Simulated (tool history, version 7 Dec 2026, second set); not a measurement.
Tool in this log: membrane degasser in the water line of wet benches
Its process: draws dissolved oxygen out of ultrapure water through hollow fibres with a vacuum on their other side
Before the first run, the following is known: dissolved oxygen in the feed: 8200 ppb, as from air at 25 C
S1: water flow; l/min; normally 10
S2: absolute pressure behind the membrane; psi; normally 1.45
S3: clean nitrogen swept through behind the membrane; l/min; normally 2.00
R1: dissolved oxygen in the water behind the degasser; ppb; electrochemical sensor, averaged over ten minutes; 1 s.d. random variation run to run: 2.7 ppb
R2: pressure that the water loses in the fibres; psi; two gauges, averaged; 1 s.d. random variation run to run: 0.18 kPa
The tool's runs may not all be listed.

{"run": 1, "hour": 0.0, "S1": 10, "S2": 1.45, "S3": 2.0, "R1": 274.6, "R2": 4.711}
{"run": 2, "hour": 271.7, "S1": 10, "S2": 1.45, "S3": 2.0, "R1": 266.4, "R2": 4.686}
{"run": 3, "hour": 523.9, "S1": 10, "S2": 1.45, "S3": 2.0, "R1": 274.2, "R2": 4.734}
{"run": 4, "hour": 754.3, "S1": 10, "S2": 1.45, "S3": 2.0, "R1": 269.1, "R2": 4.656}
{"run": 5, "hour": 1045.8, "S1": 10, "S2": 1.45, "S3": 2.0, "R1": 271.3, "R2": 4.672}
{"run": 6, "hour": 1212.1, "S1": 10, "S2": 1.45, "S3": 1.99, "R1": 274.3, "R2": 4.64}
{"run": 7, "hour": 1361.4, "S1": 10, "S2": 1.45, "S3": 1.99, "R1": 270.1, "R2": 4.714}
{"run": 8, "hour": 1593.9, "S1": 8, "S2": 1.45, "S3": 1.99, "R1": 192.9, "R2": 3.719}
{"run": 9, "hour": 1893.4, "S1": 8, "S2": 1.45, "S3": 1.99, "R1": 194.2, "R2": 3.723}
{"run": 10, "hour": 2237.4, "S1": 9, "S2": 1.09, "S3": 0.84, "R1": 260.7, "R2": 4.197}
{"run": 11, "hour": 2526.3, "S1": 11, "S2": 2.03, "S3": 2.0, "R1": 368.2, "R2": 5.124}
{"run": 12, "hour": 2693.9, "S1": 12, "S2": 1.25, "S3": 2.0, "R1": 334.7, "R2": 5.569}
{"run": 13, "hour": 2976.2, "S1": 10, "S2": 1.51, "S3": 2.08, "R1": 276.9, "R2": 4.621}
{"run": 14, "hour": 3215.4, "S1": 10, "S2": 1.06, "S3": 4.03, "R1": 216.2, "R2": 4.599}
{"run": 15, "hour": 3362.9, "S1": 10, "S2": 1.06, "S3": 4.03, "R1": 216.4, "R2": 4.614}
{"run": 16, "hour": 3520.8, "S1": 7, "S2": 1.9, "S3": 2.0, "R1": 183.9, "R2": 3.221}
{"run": 17, "hour": 3710.3, "S1": 15, "S2": 2.97, "S3": 1.5, "R1": 725.7, "R2": 6.892}

Consider 3 possible next runs. They are alternatives, not a sequence: every one starts from the tool as it was left by run 17. What does each give?
{"hour": 3738.4, "done": "gauge calibrated"}
{"run": "A", "hour": 4023.6, "S1": 6, "S2": 1.45, "S3": 3.04, "R1": "?", "R2": "?"}
{"hour": 3738.4, "done": "gauge calibrated"}
{"run": "B", "hour": 4023.6, "S1": 15, "S2": 1.03, "S3": 3.03, "R1": "?", "R2": "?"}
{"hour": 3738.4, "done": "gauge calibrated"}
{"run": "C", "hour": 4023.6, "S1": 15, "S2": 3.38, "S3": 5.09, "R1": "?", "R2": "?"}

run=A R1=105.7 R2=2.802
run=B R1=415.6 R2=7.075
run=C R1=497.2 R2=7.059
Without the tool's unlogged condition, the same runs would have read:
run=A R1=105.4 R2=2.806
run=B R1=414.9 R2=7.087
run=C R1=496.5 R2=7.069
